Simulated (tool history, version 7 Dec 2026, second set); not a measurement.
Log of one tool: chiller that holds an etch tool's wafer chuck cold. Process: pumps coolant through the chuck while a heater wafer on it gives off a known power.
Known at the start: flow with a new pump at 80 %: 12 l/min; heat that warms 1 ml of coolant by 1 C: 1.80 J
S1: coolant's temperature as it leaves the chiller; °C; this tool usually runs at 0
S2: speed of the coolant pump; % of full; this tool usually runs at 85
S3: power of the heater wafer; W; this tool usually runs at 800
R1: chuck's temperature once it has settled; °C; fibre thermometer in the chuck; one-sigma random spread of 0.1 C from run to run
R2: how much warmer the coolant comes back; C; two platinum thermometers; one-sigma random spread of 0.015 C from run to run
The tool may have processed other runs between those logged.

{"run": 1, "day": 0.0, "S1": 0, "S2": 85, "S3": 800, "R1": 7.7, "R2": 2.08}
{"run": 2, "day": 0.825, "S1": 0, "S2": 85, "S3": 800, "R1": 7.7, "R2": 2.09}
{"run": 3, "day": 2.542, "S1": 0, "S2": 85, "S3": 800, "R1": 7.8, "R2": 2.1}
{"run": 4, "day": 4.108, "S1": 0, "S2": 85, "S3": 800, "R1": 7.7, "R2": 2.05}
{"run": 5, "day": 5.308, "S1": 0, "S2": 85, "S3": 800, "R1": 7.6, "R2": 2.07}
{"run": 6, "day": 6.783, "S1": 0, "S2": 85, "S3": 800, "R1": 7.6, "R2": 2.04}
{"run": 7, "day": 7.679, "S1": 0, "S2": 85, "S3": 800, "R1": 7.7, "R2": 2.02}
{"run": 8, "day": 8.725, "S1": 0, "S2": 85, "S3": 800, "R1": 8, "R2": 2.03}
{"run": 9, "day": 10.458, "S1": 0, "S2": 85, "S3": 800, "R1": 7.8, "R2": 2}
{"run": 10, "day": 11.238, "S1": 0, "S2": 95, "S3": 1067, "R1": 9.7, "R2": 2.41}
{"run": 11, "day": 12.683, "S1": 5, "S2": 95, "S3": 531, "R1": 9.9, "R2": 1.15}
{"run": 12, "day": 13.854, "S1": 8, "S2": 87, "S3": 671, "R1": 14.4, "R2": 1.59}
{"run": 13, "day": 14.671, "S1": 0, "S2": 85, "S3": 833, "R1": 7.8, "R2": 2.04}
{"run": 14, "day": 15.917, "S1": 0, "S2": 80, "S3": 1013, "R1": 10, "R2": 2.69}

Run 15 is up next; what results do you expect?
{"run": 15, "day": 16.842, "S1": 0, "S2": 80, "S3": 1013, "R1": "?", "R2": "?"}

Run 15 measured R1 9.9 °C, R2 2.7 C.
Without the tool's hidden state the same run would have given R1 9.9 °C, R2 2.85 C.
